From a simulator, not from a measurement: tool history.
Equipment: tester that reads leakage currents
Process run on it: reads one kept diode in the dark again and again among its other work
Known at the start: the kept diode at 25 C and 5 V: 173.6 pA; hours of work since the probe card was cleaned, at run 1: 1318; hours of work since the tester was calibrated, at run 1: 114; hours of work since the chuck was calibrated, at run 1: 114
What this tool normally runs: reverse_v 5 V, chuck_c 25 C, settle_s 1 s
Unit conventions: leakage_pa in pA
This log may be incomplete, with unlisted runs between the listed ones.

run,hour,reverse_v,chuck_c,settle_s,hours of work since the probe card was cleaned,hours of work since the tester was calibrated,hours of work since the chuck was calibrated,leakage_pa
1,0,5,25,1,1318,114,114,180.46
2,26,5,25,1,1337,133,133,181.65
3,40.3,1,25,1,1347,144,144,68.3
4,61.3,1,25,1,1363,159,159,68.26
5,83.3,1,25,1,1379,175,175,68.88
6,100.2,5,55,1,1391,187,187,1334.13
7,128.7,5,25,1,1412,208,208,184.56
8,147.5,5,25,1,1425,222,222,182.6
9,168.3,5,32,1,1440,237,237,299.42
10,184,5,25,1,1452,248,248,184.1
11,198.8,5,25,1,1463,259,259,185.13
12,220.8,5,25,1,1479,275,275,184.16
13,250.2,5,25,1,1500,297,297,184.05
14,279,5,25,1,1521,318,318,185.92
15,310,5,25,1,1544,340,340,186.05
16,327.3,5,25,1,1556,353,353,185.72
17,348.3,5.9,25,1,1572,368,368,206.15
18,364.6,5.9,25,1,1583,380,380,206.38
19,379,5.9,25,1,1594,390,390,207.1
20,405.8,5,23,1,1613,410,410,161.85
21,428.6,5,33,3.65,1630,427,427,326.83
22,443.6,1.08,37,1,1641,437,437,171.47
23,460.8,1.98,52,1,1654,450,450,654.29
24,480.9,11.07,36,3.3,1668,465,465,649.59
25,499.2,4.08,20,5.09,1681,478,478,116.37
26,518.6,4.08,20,5.09,1696,492,492,115.37
27,533.7,4.08,20,5.09,1707,503,503,115.53
28,550.1,13.98,25,1,1719,515,515,355.61
29,575.2,17.67,25,3.57,1737,533,533,411.1
30,605.2,17.67,25,3.57,1759,555,555,411.8
31,625.6,17.67,25,3.57,1774,570,570,412.62
32,656.3,14.58,25,1.25,1796,592,592,370.36
33,683.7,14.58,25,1.25,1816,612,612,367.41
34,701.2,7.68,25,1,1829,625,625,249.81
35,717.5,7.68,25,1,1840,637,637,249.19
36,738.9,7.68,25,1,1856,653,653,251.03
37,760.1,7.68,54,1.65,1872,668,668,1682.14
38,786.3,5.51,25,1,1891,687,687,204.99
39,799.4,5.51,25,1,1900,697,697,205.28

Table of differences, measured result less the result of that run with no hidden state. Run-to-run variation is the same in both. Gauge scatter possibly is not:
What the log doesn't record here: stray current of the dirty probe card, pA a volt; current scale over the true one, %; true chuck temperature over the reading, C; drift of the gauge itself on leakage_pa, %.
run,leakage_pa
1,+6.2
2,+6.6
3,+1.67
4,+1.78
5,+1.91
6,+20.42
7,+8.18
8,+8.35
9,+10.55
10,+8.94
11,+9.18
12,+9.44
13,+9.83
14,+10.34
15,+10.79
16,+11
17,+12.97
18,+13.25
19,+13.52
20,+11.41
21,+16.93
22,+7.07
23,+22.98
24,+36.85
25,+9.84
26,+9.95
27,+10.07
28,+32.64
29,+40.68
30,+41.69
31,+42.42
32,+37.41
33,+37.84
34,+23.26
35,+23.49
36,+24.11
37,+89.65
38,+19.4
39,+19.6
